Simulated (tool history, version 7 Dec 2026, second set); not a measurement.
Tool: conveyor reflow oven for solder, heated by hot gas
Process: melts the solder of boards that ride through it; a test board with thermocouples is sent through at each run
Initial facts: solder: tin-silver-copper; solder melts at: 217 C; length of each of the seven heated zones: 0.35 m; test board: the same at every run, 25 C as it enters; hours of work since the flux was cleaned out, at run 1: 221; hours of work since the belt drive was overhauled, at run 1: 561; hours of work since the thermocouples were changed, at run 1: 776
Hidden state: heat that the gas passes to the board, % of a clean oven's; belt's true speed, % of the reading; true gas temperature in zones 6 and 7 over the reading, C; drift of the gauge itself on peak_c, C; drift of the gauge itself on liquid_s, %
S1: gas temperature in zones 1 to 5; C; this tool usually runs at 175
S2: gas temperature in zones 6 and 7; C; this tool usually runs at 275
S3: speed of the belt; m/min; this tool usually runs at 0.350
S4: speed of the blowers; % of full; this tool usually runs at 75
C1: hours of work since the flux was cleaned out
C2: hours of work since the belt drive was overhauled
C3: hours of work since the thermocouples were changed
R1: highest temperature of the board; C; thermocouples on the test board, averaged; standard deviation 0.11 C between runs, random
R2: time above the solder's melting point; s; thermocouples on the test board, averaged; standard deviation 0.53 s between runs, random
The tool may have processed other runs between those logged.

| run | hour | S1 | S2 | S3 | S4 | C1 | C2 | C3 | R1 | R2 |
|---|---|---|---|---|---|---|---|---|---|---|
| 1 | 0.0 | 175 | 275 | 0.350 | 75 | 221 | 561 | 776 | 266.3 | 106.7 |
| 2 | 18.6 | 175 | 275 | 0.350 | 75 | 235 | 575 | 790 | 266.2 | 107.2 |
| 3 | 33.4 | 186 | 275 | 0.350 | 75 | 247 | 587 | 801 | 267.4 | 113.7 |
| 4 | 60.7 | 186 | 275 | 0.350 | 75 | 268 | 608 | 822 | 267.4 | 113.5 |
| 5 | 90.5 | 186 | 275 | 0.312 | 75 | 291 | 631 | 845 | 269.7 | 131.2 |
| 6 | 117.7 | 186 | 275 | 0.312 | 75 | 312 | 652 | 866 | 269.7 | 129.6 |
| 7 | 138.2 | 167 | 275 | 0.312 | 75 | 327 | 667 | 882 | 268.2 | 118.4 |
| 8 | 170.7 | 167 | 275 | 0.312 | 75 | 352 | 692 | 907 | 268.1 | 118.0 |
|  | 185.0 | thermocouples of zones 6 and 7 changed |
| 9 | 190.8 | 167 | 275 | 0.312 | 75 | 366 | 706 | 4 | 266.3 | 117.0 |
| 10 | 214.4 | 167 | 275 | 0.312 | 75 | 384 | 724 | 23 | 265.9 | 117.6 |
| 11 | 242.2 | 175 | 275 | 0.350 | 75 | 406 | 746 | 44 | 264.2 | 105.5 |
| 12 | 258.2 | 175 | 275 | 0.350 | 75 | 418 | 758 | 56 | 264.3 | 105.9 |
| 13 | 273.9 | 175 | 275 | 0.350 | 75 | 430 | 770 | 68 | 264.1 | 106.1 |
| 14 | 288.2 | 175 | 275 | 0.350 | 75 | 441 | 781 | 79 | 264.1 | 105.5 |
| 15 | 304.0 | 175 | 275 | 0.350 | 75 | 453 | 793 | 91 | 264.2 | 106.1 |
| 16 | 326.1 | 167 | 265 | 0.309 | 57 | 470 | 810 | 108 | 253.8 | 105.5 |
|  | 338.6 | flux residue cleaned out of gas plates and filters |
| 17 | 362.7 | 170 | 275 | 0.307 | 75 | 19 | 834 | 133 | 267.9 | 123.7 |
| 18 | 384.9 | 173 | 275 | 0.350 | 56 | 36 | 852 | 150 | 261.4 | 102.3 |
| 19 | 416.8 | 173 | 275 | 0.350 | 56 | 60 | 876 | 174 | 261.5 | 100.8 |
| 20 | 443.0 | 166 | 273 | 0.313 | 52 | 80 | 896 | 194 | 260.7 | 109.4 |
| 21 | 459.9 | 170 | 275 | 0.350 | 75 | 93 | 909 | 207 | 264.9 | 103.5 |

Here are 5 independent what-if runs from the current tool condition. What would each one return?
| A | 482.9 | 167 | 289 | 0.350 | 57 | 111 | 927 | 225 | ? | ? |
| B | 482.9 | 170 | 275 | 0.301 | 66 | 111 | 927 | 225 | ? | ? |
| C | 482.9 | 170 | 273 | 0.350 | 75 | 111 | 927 | 225 | ? | ? |
| D | 482.9 | 175 | 266 | 0.310 | 75 | 111 | 927 | 225 | ? | ? |
| E | 482.9 | 175 | 275 | 0.350 | 74 | 111 | 927 | 225 | ? | ? |

| run | R1 | R2 |
|---|---|---|
| A | 273.9 | 108.6 |
| B | 267.2 | 124.2 |
| C | 263.3 | 103.7 |
| D | 259.6 | 118.0 |
| E | 265.5 | 106.9 |
Without the tool's unlogged condition, the same runs would have read:
| run | R1 | R2 |
|---|---|---|
| A | 273.2 | 105.1 |
| B | 266.7 | 120.4 |
| C | 262.8 | 100.5 |
| D | 259.2 | 114.4 |
| E | 265.1 | 103.6 |
